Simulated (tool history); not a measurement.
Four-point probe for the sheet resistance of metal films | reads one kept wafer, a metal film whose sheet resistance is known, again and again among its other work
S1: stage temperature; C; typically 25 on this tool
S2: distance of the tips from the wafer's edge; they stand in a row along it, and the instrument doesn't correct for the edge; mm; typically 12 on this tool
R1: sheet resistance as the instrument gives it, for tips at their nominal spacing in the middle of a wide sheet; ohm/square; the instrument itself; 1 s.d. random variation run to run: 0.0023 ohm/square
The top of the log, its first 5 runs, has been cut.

run    hour  S1  S2         R1
  6   499.2  25  53  11.324255
  7   600.3  25  12  11.344212
  8     660  25  12  11.345663
  9   729.5  25  12  11.344083
 10   812.3  25  12  11.339905
 11   926.8  25  12  11.337184
      934.2  -- stage's thermometer calibrated
 12  1030.3  25  12  11.343105
 13  1121.7  25  12  11.342218
 14  1221.3  25  29  11.325486
 15    1338  25  55  11.331214
 16  1447.4  22  57  11.315813
 17  1537.9  22  57  11.315764
 18  1588.6  22  57  11.313178
     1657.7  -- stage's thermometer calibrated, once more
 19  1680.1  19  24  11.298708
 20  1742.9  19  19  11.300243
 21  1855.4  20   5   11.39522
 22  1920.3  20   5  11.395419
 23  2002.1  25  47  11.311069
 24  2116.7  25  47  11.311777
 25  2232.7  25  47  11.309532

Run 26 has not been measured yet. What should we expect?
 26  2356.7  27  12   ?

{"run 26": {"R1": 11.333377}}
With the hidden condition absent and the run-to-run variation left alone, this run would have shown R1 11.343266 ohm/square.

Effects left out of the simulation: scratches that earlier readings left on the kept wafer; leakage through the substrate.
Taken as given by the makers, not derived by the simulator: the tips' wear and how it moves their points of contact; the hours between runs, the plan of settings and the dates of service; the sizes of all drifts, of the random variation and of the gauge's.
